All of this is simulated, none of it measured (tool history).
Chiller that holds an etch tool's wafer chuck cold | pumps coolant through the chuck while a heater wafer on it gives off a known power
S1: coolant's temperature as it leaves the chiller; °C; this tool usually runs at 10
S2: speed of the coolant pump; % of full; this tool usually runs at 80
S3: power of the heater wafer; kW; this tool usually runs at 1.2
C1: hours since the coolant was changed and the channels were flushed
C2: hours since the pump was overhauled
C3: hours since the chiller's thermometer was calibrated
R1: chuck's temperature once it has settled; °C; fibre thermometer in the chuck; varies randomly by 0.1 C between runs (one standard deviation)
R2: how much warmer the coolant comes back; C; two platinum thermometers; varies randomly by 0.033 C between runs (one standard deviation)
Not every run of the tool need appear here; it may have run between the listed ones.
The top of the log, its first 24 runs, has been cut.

run 25 hour=1961.7 | S1=4 S2=77 S3=0.671 | C1=6127 C2=5724 C3=306 | R1=8.8 R2=2.9
run 26 hour=2034.2 | S1=6 S2=92 S3=1.698 | C1=6199 C2=5796 C3=379 | R1=16.5 R2=5.62
run 27 hour=2094.8 | S1=10 S2=70 S3=1.2 | C1=6260 C2=5857 C3=439 | R1=19.6 R2=5.33
run 28 hour=2144.7 | S1=16 S2=80 S3=1.2 | C1=6310 C2=5907 C3=489 | R1=24.5 R2=4.66
-- hour=2183.2 gauge calibrated
run 29 hour=2247.7 | S1=16 S2=80 S3=1.2 | C1=6413 C2=6010 C3=592 | R1=24.3 R2=4.31
run 30 hour=2344.8 | S1=14 S2=65 S3=1.141 | C1=6510 C2=6107 C3=689 | R1=23.5 R2=5.21
run 31 hour=2435 | S1=18 S2=93 S3=0.724 | C1=6600 C2=6197 C3=780 | R1=22.5 R2=2.27
run 32 hour=2528.4 | S1=18 S2=93 S3=0.724 | C1=6694 C2=6291 C3=873 | R1=22.5 R2=2.19
run 33 hour=2640.4 | S1=9 S2=81 S3=0.609 | C1=6806 C2=6403 C3=985 | R1=13.1 R2=2.27

3 ways to go on from here, each from the tool as it stands after run 33. What would each give?
run A hour=2732.2 | S1=10 S2=80 S3=0.686 | C1=6897 C2=6494 C3=1077 | R1=? R2=?
run B hour=2732.2 | S1=3 S2=62 S3=0.86 | C1=6897 C2=6494 C3=1077 | R1=? R2=?
run C hour=2732.2 | S1=15 S2=74 S3=0.643 | C1=6897 C2=6494 C3=1077 | R1=? R2=?

run=A R1=14.9 R2=2.58
run=B R1=10.7 R2=4.17
run=C R1=19.9 R2=2.59
With no hidden state in the tool, these same runs would have given:
run=A R1=14.9 R2=2.47
run=B R1=10.7 R2=4.06
run=C R1=19.9 R2=2.48
